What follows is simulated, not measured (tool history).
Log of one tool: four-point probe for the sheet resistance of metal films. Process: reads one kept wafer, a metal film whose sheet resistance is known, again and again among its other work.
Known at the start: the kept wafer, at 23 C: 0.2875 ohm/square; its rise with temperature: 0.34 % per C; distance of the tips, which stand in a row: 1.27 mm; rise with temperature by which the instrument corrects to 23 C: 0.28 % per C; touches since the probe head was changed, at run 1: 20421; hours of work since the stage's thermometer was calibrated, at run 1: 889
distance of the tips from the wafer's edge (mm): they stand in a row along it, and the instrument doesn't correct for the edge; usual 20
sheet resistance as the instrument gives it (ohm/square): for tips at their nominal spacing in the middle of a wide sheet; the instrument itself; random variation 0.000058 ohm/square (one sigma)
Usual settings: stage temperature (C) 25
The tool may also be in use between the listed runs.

run,day,stage temperature (C),distance of the tips from the wafer's edge (mm),touches since the probe head was changed,hours of work since the stage's thermometer was calibrated,sheet resistance as the instrument gives it (ohm/square)
1,0.000,25,20,20421,889,0.289028
2,2.467,25,20,21091,920,0.289075
3,4.850,25,20,21737,949,0.289045
4,7.204,25,20,22377,979,0.289139
5,8.558,25,20,22743,995,0.289129
6,9.662,25,20,23043,1009,0.289226
7,11.192,28,20,23457,1028,0.289610
8,13.717,28,20,24143,1059,0.289742
9,14.808,28,20,24439,1073,0.289625
10,16.967,28,20,25025,1100,0.289609
11,19.196,28,20,25629,1127,0.289821
12,21.717,28,49,26314,1159,0.289176
13,24.029,28,49,26941,1187,0.289151
14,26.304,28,49,27558,1215,0.289337
15,27.717,25,20,27942,1233,0.289230
16,30.017,25,20,28565,1262,0.289204
17,32.017,32,20,29108,1286,0.290514
18,34.383,32,20,29750,1316,0.290436
# day 35.783: stage's thermometer calibrated
19,36.133,30,20,30219,4,0.290123
20,38.362,25,43,30824,32,0.288648
21,39.679,25,20,31182,48,0.289215
22,41.671,25,20,31721,73,0.289085
23,43.079,25,20,32103,90,0.289120
24,44.908,25,20,32600,113,0.289078
25,46.804,33,74,33114,137,0.290038
26,48.204,21,74,33495,154,0.287883
27,50.817,19,27,34203,186,0.287783
28,53.279,19,27,34871,217,0.287866
29,55.575,29,14,35494,245,0.290590
30,58.129,34,20,36187,277,0.290907
31,60.662,34,5,36875,309,0.299895
32,61.950,34,5,37224,325,0.299910
33,64.525,26,31,37922,356,0.289161
34,66.908,19,29,38568,386,0.287821
35,68.417,20,20,38978,405,0.288447
36,70.879,25,3,39646,435,0.313917
37,73.283,26,20,40299,465,0.289388
38,74.762,21,4,40700,483,0.302779
39,75.983,31,25,41031,499,0.290194
40,78.600,19,13,41741,531,0.289181
41,81.154,19,13,42434,563,0.288982
42,82.800,34,13,42881,583,0.291820
43,84.775,29,6,43416,608,0.296357
44,86.871,29,6,43985,634,0.296412
45,88.179,22,43,44340,650,0.288355

4 ways to go on from here, each from the tool as it stands after run 45. What would each give?
A,90.062,20,41,44851,673,?
B,90.062,18,8,44851,673,?
C,90.062,30,6,44851,673,?
D,90.062,25,8,44851,673,?

run,sheet resistance as the instrument gives it (ohm/square)
A,0.288047
B,0.291364
C,0.296680
D,0.292697
Without the tool's hidden state the same runs would have given:
run,sheet resistance as the instrument gives it (ohm/square)
A,0.287109
B,0.290415
C,0.295720
D,0.291747
